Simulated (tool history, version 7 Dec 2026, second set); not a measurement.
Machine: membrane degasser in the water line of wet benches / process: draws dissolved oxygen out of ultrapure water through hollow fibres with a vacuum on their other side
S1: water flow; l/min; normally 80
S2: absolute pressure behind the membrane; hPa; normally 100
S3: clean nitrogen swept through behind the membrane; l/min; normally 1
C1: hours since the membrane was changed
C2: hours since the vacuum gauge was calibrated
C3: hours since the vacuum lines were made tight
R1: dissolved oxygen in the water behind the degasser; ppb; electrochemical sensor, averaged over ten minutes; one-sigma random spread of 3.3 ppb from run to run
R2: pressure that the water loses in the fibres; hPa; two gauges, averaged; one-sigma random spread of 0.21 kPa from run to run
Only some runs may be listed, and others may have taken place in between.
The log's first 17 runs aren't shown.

run 18 hour=1193.5 | S1=54 S2=100 S3=1 | C1=4342 C2=4793 C3=585 | R1=664.3 R2=322.2
run 19 hour=1262.6 | S1=54 S2=100 S3=1 | C1=4411 C2=4862 C3=654 | R1=665.9 R2=325.4
run 20 hour=1331.9 | S1=95 S2=136 S3=0.63 | C1=4481 C2=4931 C3=723 | R1=1885.5 R2=569.2
-- hour=1340 vacuum gauge calibrated
run 21 hour=1376.1 | S1=120 S2=66 S3=0.64 | C1=4524 C2=36 C3=767 | R1=991.2 R2=722.8
run 22 hour=1425.7 | S1=53 S2=66 S3=1.92 | C1=4574 C2=86 C3=817 | R1=216.5 R2=318.7
run 23 hour=1499.5 | S1=112 S2=209 S3=1 | C1=4648 C2=159 C3=891 | R1=2510.3 R2=669.6
run 24 hour=1568.2 | S1=96 S2=100 S3=1.41 | C1=4716 C2=228 C3=959 | R1=902.7 R2=572.8
run 25 hour=1615.7 | S1=96 S2=86 S3=0.43 | C1=4764 C2=276 C3=1007 | R1=1330.3 R2=576.7
run 26 hour=1660.1 | S1=75 S2=100 S3=1 | C1=4808 C2=320 C3=1051 | R1=886.7 R2=448.6
run 27 hour=1711.8 | S1=64 S2=210 S3=1 | C1=4860 C2=372 C3=1103 | R1=1754.8 R2=385.4
run 28 hour=1801 | S1=91 S2=69 S3=2.03 | C1=4949 C2=461 C3=1192 | R1=449.4 R2=547.3
run 29 hour=1863.7 | S1=90 S2=111 S3=1.85 | C1=5012 C2=524 C3=1255 | R1=809.3 R2=539.2
run 30 hour=1917.7 | S1=54 S2=84 S3=0.52 | C1=5066 C2=578 C3=1309 | R1=796.7 R2=322.9
-- hour=1979.4 vacuum gauge calibrated, once more
run 31 hour=2008.7 | S1=80 S2=112 S3=1 | C1=5156 C2=29 C3=1399 | R1=1039.5 R2=479.5
run 32 hour=2079.2 | S1=118 S2=204 S3=1.49 | C1=5227 C2=100 C3=1470 | R1=2089.4 R2=708.7
run 33 hour=2171.1 | S1=69 S2=77 S3=1.49 | C1=5319 C2=192 C3=1562 | R1=435.4 R2=414.2

Consider 3 possible next runs. They are alternatives, not a sequence: every one starts from the tool as it was left by run 33. What does each give?
run A hour=2250 | S1=88 S2=77 S3=1.27 | C1=5398 C2=271 C3=1641 | R1=? R2=?
run B hour=2250 | S1=119 S2=78 S3=1.22 | C1=5398 C2=271 C3=1641 | R1=? R2=?
run C hour=2250 | S1=115 S2=100 S3=1 | C1=5398 C2=271 C3=1641 | R1=? R2=?

run=A R1=626.4 R2=532.1
run=B R1=918 R2=718.7
run=C R1=1256.2 R2=697
Without the tool's unlogged condition, the same runs would have read:
run=A R1=613.7 R2=516
run=B R1=893.3 R2=697
run=C R1=1235.5 R2=675.9

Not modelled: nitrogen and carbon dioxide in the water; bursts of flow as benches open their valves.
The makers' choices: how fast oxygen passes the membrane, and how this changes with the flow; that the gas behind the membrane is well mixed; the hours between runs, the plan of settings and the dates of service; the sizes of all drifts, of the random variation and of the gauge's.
